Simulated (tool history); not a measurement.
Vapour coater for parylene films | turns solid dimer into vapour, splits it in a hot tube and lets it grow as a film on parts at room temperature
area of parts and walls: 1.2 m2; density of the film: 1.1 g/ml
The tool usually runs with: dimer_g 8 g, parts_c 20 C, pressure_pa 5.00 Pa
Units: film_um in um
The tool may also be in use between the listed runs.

| run | hour | dimer_g | parts_c | pressure_pa | film_um |
|---|---|---|---|---|---|
| 1 | 0.0 | 8 | 20 | 5.00 | 3.58 |
| 2 | 51.8 | 8 | 20 | 5.00 | 3.55 |
| 3 | 104.9 | 8 | 20 | 5.00 | 3.55 |
| 4 | 142.6 | 8 | 20 | 5.00 | 3.50 |
| 5 | 179.6 | 8 | 20 | 5.00 | 3.52 |
| 6 | 233.1 | 8 | 20 | 5.00 | 3.50 |
| 7 | 288.9 | 3 | 20 | 5.00 | 1.28 |
| 8 | 316.5 | 3 | 20 | 5.00 | 1.31 |
| 9 | 375.1 | 3 | 31 | 5.00 | 0.99 |
|  | 395.0 | trap's valve overhauled |
| 10 | 431.6 | 3 | 31 | 5.00 | 1.13 |
| 11 | 489.8 | 8 | 20 | 9.16 | 3.57 |
| 12 | 550.2 | 8 | 20 | 9.16 | 3.56 |
| 13 | 580.7 | 8 | 20 | 9.16 | 3.58 |
| 14 | 609.4 | 8 | 20 | 9.16 | 3.55 |
| 15 | 648.6 | 8 | 20 | 9.16 | 3.58 |
| 16 | 681.1 | 8 | 20 | 9.16 | 3.51 |
| 17 | 741.0 | 8 | 20 | 9.16 | 3.49 |
| 18 | 791.0 | 3 | 20 | 5.91 | 1.39 |
| 19 | 849.0 | 4 | 31 | 5.00 | 1.44 |
| 20 | 903.9 | 4 | 31 | 5.00 | 1.44 |
| 21 | 937.9 | 8 | 14 | 8.53 | 3.99 |
| 22 | 973.3 | 5 | 30 | 5.00 | 1.83 |
| 23 | 1029.2 | 3 | 14 | 5.00 | 1.60 |
| 24 | 1087.9 | 3 | 14 | 5.00 | 1.61 |
| 25 | 1133.5 | 8 | 20 | 2.63 | 3.97 |
| 26 | 1158.1 | 8 | 14 | 5.00 | 4.19 |
| 27 | 1202.9 | 8 | 14 | 5.00 | 4.19 |
| 28 | 1236.7 | 12 | 31 | 5.00 | 4.15 |
| 29 | 1276.1 | 14 | 27 | 2.50 | 5.82 |
| 30 | 1327.8 | 14 | 27 | 2.50 | 5.81 |
| 31 | 1377.7 | 3 | 25 | 2.28 | 1.30 |
| 32 | 1437.9 | 3 | 14 | 2.27 | 1.70 |
| 33 | 1493.6 | 8 | 27 | 5.00 | 2.98 |

Branching from run 33: 4 alternative next runs. What would each branch give?
| A | 1528.4 | 6 | 19 | 11.11 | ? |
| B | 1528.4 | 4 | 28 | 7.95 | ? |
| C | 1528.4 | 6 | 21 | 2.77 | ? |
| D | 1528.4 | 8 | 28 | 5.00 | ? |

| run | film_um |
|---|---|
| A | 2.45 |
| B | 1.35 |
| C | 2.78 |
| D | 2.88 |
Had the tool no hidden state, the same runs would have come out as:
| run | film_um |
|---|---|
| A | 2.71 |
| B | 1.49 |
| C | 3.08 |
| D | 3.19 |
